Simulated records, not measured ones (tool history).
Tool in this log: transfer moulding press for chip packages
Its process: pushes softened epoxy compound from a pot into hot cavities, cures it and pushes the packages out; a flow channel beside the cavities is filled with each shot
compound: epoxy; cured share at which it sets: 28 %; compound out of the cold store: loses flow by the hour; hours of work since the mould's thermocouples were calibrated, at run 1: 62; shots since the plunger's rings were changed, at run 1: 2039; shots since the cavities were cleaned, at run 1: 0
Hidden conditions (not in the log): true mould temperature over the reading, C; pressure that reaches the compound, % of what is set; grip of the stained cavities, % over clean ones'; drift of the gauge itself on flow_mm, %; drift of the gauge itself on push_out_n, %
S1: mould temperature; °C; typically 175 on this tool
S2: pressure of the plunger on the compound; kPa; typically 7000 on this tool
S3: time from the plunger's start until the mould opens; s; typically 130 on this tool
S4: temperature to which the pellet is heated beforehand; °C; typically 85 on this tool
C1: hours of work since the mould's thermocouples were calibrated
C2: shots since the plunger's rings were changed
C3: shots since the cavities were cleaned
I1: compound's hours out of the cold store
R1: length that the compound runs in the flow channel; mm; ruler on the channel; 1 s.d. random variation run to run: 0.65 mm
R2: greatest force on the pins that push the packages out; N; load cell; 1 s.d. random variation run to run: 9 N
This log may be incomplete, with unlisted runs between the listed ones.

{"run": 1, "day": 0.0, "S1": 175, "S2": 7000, "S3": 130, "S4": 85, "C1": 62, "C2": 2039, "C3": 0, "I1": 41.4, "R1": 501.3, "R2": 394}
{"run": 2, "day": 2.129, "S1": 175, "S2": 7000, "S3": 130, "S4": 85, "C1": 101, "C2": 2596, "C3": 557, "I1": 36.1, "R1": 517.9, "R2": 560}
{"day": 3.133, "done": "plunger's sealing rings changed"}
{"day": 4.629, "done": "cavities cleaned with cleaning compound and waxed"}
{"run": 3, "day": 4.733, "S1": 175, "S2": 7000, "S3": 150, "S4": 85, "C1": 145, "C2": 403, "C3": 28, "I1": 28.1, "R1": 556.5, "R2": 378}
{"run": 4, "day": 6.288, "S1": 175, "S2": 7000, "S3": 150, "S4": 85, "C1": 173, "C2": 810, "C3": 435, "I1": 37.8, "R1": 520.7, "R2": 459}
{"run": 5, "day": 7.654, "S1": 175, "S2": 6990, "S3": 150, "S4": 85, "C1": 198, "C2": 1167, "C3": 792, "I1": 43.3, "R1": 501.5, "R2": 538}
{"day": 9.267, "done": "cavities cleaned with cleaning compound and waxed"}
{"run": 6, "day": 9.858, "S1": 175, "S2": 6990, "S3": 150, "S4": 85, "C1": 237, "C2": 1727, "C3": 154, "I1": 18.4, "R1": 587.8, "R2": 404}
{"run": 7, "day": 11.029, "S1": 175, "S2": 6990, "S3": 150, "S4": 85, "C1": 258, "C2": 2034, "C3": 461, "I1": 36.4, "R1": 521.6, "R2": 460}
{"run": 8, "day": 12.467, "S1": 175, "S2": 6990, "S3": 150, "S4": 85, "C1": 284, "C2": 2410, "C3": 837, "I1": 26.9, "R1": 554.4, "R2": 529}
{"day": 13.892, "done": "cavities cleaned with cleaning compound and waxed"}
{"day": 14.192, "done": "plunger's sealing rings changed"}
{"run": 9, "day": 14.192, "S1": 175, "S2": 7000, "S3": 130, "S4": 85, "C1": 313, "C2": 0, "C3": 51, "I1": 40.3, "R1": 515.6, "R2": 416}
{"run": 10, "day": 16.471, "S1": 175, "S2": 7000, "S3": 130, "S4": 85, "C1": 354, "C2": 596, "C3": 647, "I1": 16.2, "R1": 602, "R2": 637}
{"day": 18.462, "done": "cavities cleaned with cleaning compound and waxed"}
{"run": 11, "day": 18.7, "S1": 175, "S2": 7000, "S3": 130, "S4": 85, "C1": 393, "C2": 1163, "C3": 61, "I1": 29.3, "R1": 550.9, "R2": 434}
{"run": 12, "day": 19.904, "S1": 175, "S2": 7000, "S3": 130, "S4": 85, "C1": 415, "C2": 1479, "C3": 377, "I1": 43.3, "R1": 501.6, "R2": 530}
{"day": 21.462, "done": "mould's thermocouples calibrated"}
{"run": 13, "day": 21.888, "S1": 175, "S2": 7000, "S3": 130, "S4": 85, "C1": 8, "C2": 1976, "C3": 874, "I1": 31.1, "R1": 541.3, "R2": 632}
{"day": 23.096, "done": "cavities cleaned with cleaning compound and waxed"}
{"run": 14, "day": 23.571, "S1": 175, "S2": 7000, "S3": 130, "S4": 80, "C1": 37, "C2": 2400, "C3": 124, "I1": 31.2, "R1": 540.3, "R2": 469}
{"day": 25.329, "done": "plunger's sealing rings changed"}
{"run": 15, "day": 25.875, "S1": 178, "S2": 7000, "S3": 137, "S4": 87, "C1": 77, "C2": 144, "C3": 701, "I1": 14.2, "R1": 608.7, "R2": 526}
{"run": 16, "day": 26.896, "S1": 173, "S2": 5480, "S3": 130, "S4": 83, "C1": 96, "C2": 410, "C3": 967, "I1": 42.2, "R1": 452.5, "R2": 711}
{"day": 27.721, "done": "cavities cleaned with cleaning compound and waxed"}
{"run": 17, "day": 29.417, "S1": 181, "S2": 7000, "S3": 130, "S4": 85, "C1": 140, "C2": 1054, "C3": 444, "I1": 46.7, "R1": 486.5, "R2": 461}
{"run": 18, "day": 31.779, "S1": 172, "S2": 5450, "S3": 142, "S4": 86, "C1": 183, "C2": 1672, "C3": 1062, "I1": 15.5, "R1": 532.8, "R2": 712}
{"day": 32.367, "done": "cavities cleaned with cleaning compound and waxed"}
{"run": 19, "day": 34.238, "S1": 176, "S2": 5290, "S3": 112, "S4": 86, "C1": 227, "C2": 2300, "C3": 490, "I1": 27.6, "R1": 480, "R2": 726}
{"run": 20, "day": 36.029, "S1": 168, "S2": 7000, "S3": 130, "S4": 85, "C1": 259, "C2": 2768, "C3": 958, "I1": 31.2, "R1": 546.7, "R2": 980}
{"day": 36.283, "done": "plunger's sealing rings changed"}
{"day": 36.958, "done": "cavities cleaned with cleaning compound and waxed"}
{"run": 21, "day": 37.421, "S1": 168, "S2": 7000, "S3": 130, "S4": 85, "C1": 282, "C2": 282, "C3": 122, "I1": 45.4, "R1": 505.4, "R2": 618}
{"run": 22, "day": 39.512, "S1": 179, "S2": 5850, "S3": 130, "S4": 85, "C1": 320, "C2": 829, "C3": 669, "I1": 28.9, "R1": 502.8, "R2": 523}
{"run": 23, "day": 40.871, "S1": 173, "S2": 5850, "S3": 145, "S4": 85, "C1": 344, "C2": 1185, "C3": 1025, "I1": 17.4, "R1": 546.7, "R2": 638}
{"day": 41.442, "done": "cavities cleaned with cleaning compound and waxed"}
{"run": 24, "day": 42.821, "S1": 175, "S2": 5380, "S3": 160, "S4": 85, "C1": 379, "C2": 1678, "C3": 360, "I1": 47.7, "R1": 426.2, "R2": 443}
{"run": 25, "day": 44.879, "S1": 175, "S2": 5380, "S3": 160, "S4": 85, "C1": 416, "C2": 2217, "C3": 899, "I1": 37.6, "R1": 453.6, "R2": 536}
{"day": 46.042, "done": "cavities cleaned with cleaning compound and waxed"}
{"run": 26, "day": 46.117, "S1": 174, "S2": 7930, "S3": 119, "S4": 75, "C1": 438, "C2": 2525, "C3": 20, "I1": 34.4, "R1": 562.3, "R2": 528}
{"day": 46.329, "done": "mould's thermocouples calibrated"}
{"day": 47.483, "done": "plunger's sealing rings changed"}
{"run": 27, "day": 48.621, "S1": 175, "S2": 7860, "S3": 149, "S4": 85, "C1": 40, "C2": 298, "C3": 626, "I1": 46.2, "R1": 525.3, "R2": 494}
{"run": 28, "day": 50.542, "S1": 175, "S2": 7860, "S3": 140, "S4": 76, "C1": 75, "C2": 801, "C3": 1129, "I1": 40.3, "R1": 543.7, "R2": 612}

Here are 3 independent what-if runs from the current tool condition. What would each one return?
{"day": 50.788, "done": "cavities cleaned with cleaning compound and waxed"}
{"run": "A", "day": 52.392, "S1": 175, "S2": 7860, "S3": 131, "S4": 76, "C1": 107, "C2": 1269, "C3": 420, "I1": 22.6, "R1": "?", "R2": "?"}
{"day": 50.788, "done": "cavities cleaned with cleaning compound and waxed"}
{"run": "B", "day": 52.392, "S1": 175, "S2": 7870, "S3": 140, "S4": 76, "C1": 107, "C2": 1269, "C3": 420, "I1": 38.7, "R1": "?", "R2": "?"}
{"day": 50.788, "done": "cavities cleaned with cleaning compound and waxed"}
{"run": "C", "day": 52.392, "S1": 175, "S2": 7000, "S3": 130, "S4": 81, "C1": 107, "C2": 1269, "C3": 420, "I1": 22.4, "R1": "?", "R2": "?"}

run=A R1=606.7 R2=569
run=B R1=547.5 R2=485
run=C R1=575 R2=547
Take away the tool's hidden state, keep each run's random variation, and the runs would have read:
run=A R1=613.7 R2=433
run=B R1=553.8 R2=365
run=C R1=581.6 R2=412
